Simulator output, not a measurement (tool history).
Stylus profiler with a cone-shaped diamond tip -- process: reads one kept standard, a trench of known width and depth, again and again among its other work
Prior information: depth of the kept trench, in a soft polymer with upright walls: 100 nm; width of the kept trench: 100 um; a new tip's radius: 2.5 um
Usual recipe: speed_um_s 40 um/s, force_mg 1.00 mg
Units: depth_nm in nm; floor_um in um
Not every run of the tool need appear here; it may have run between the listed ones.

run,hour,speed_um_s,force_mg,depth_nm,floor_um
1,0.0,40,1.00,100.83,97.99
2,45.1,40,1.00,100.83,98.00
3,88.4,40,2.70,101.39,98.14
4,142.0,40,2.70,101.43,98.08
5,228.2,40,2.70,101.43,98.06
6,303.5,40,1.00,100.88,97.93
7,397.4,40,1.00,100.89,97.86
8,470.6,40,2.04,101.24,97.97
# hour 524.2: height scale calibrated on a step standard
9,541.6,40,1.00,100.58,97.87
10,620.1,40,1.32,100.71,97.91
11,688.7,40,1.32,100.75,97.88
12,741.1,40,1.32,100.74,97.88
13,836.2,40,1.32,100.76,97.89
14,896.5,40,1.32,100.74,97.84
15,978.6,40,1.32,100.76,97.83
16,1077.1,40,1.32,100.77,97.78
17,1156.7,40,2.82,101.30,97.82
18,1205.2,40,2.82,101.27,97.83
19,1273.3,30,0.85,100.63,97.76
20,1360.3,30,0.85,100.61,97.78
21,1449.0,30,0.85,100.63,97.74
22,1491.7,57,1.00,100.71,97.56
23,1567.7,57,1.00,100.71,97.53
24,1628.9,57,2.44,101.23,97.68
25,1708.2,18,0.59,100.56,97.73
26,1793.0,46,1.38,100.89,97.65
27,1854.0,40,1.86,101.08,97.66
28,1952.5,40,1.86,101.08,97.62
29,2038.3,40,1.86,101.09,97.70
30,2135.6,59,1.00,100.79,97.47
31,2178.4,61,0.46,100.58,97.23
32,2271.5,61,0.46,100.55,97.18
33,2333.5,141,1.00,100.82,96.84

Forecast each of these 3 alternatives for the next run:
A,2389.9,95,2.46,?,?
B,2389.9,21,1.50,?,?
C,2389.9,21,0.85,?,?

run,depth_nm,floor_um
A,101.34,97.34
B,101.03,97.68
C,100.75,97.61
With the hidden condition removed and each run's random variation left untouched, the same runs would have given:
run,depth_nm,floor_um
A,101.13,98.17
B,100.83,98.52
C,100.55,98.45
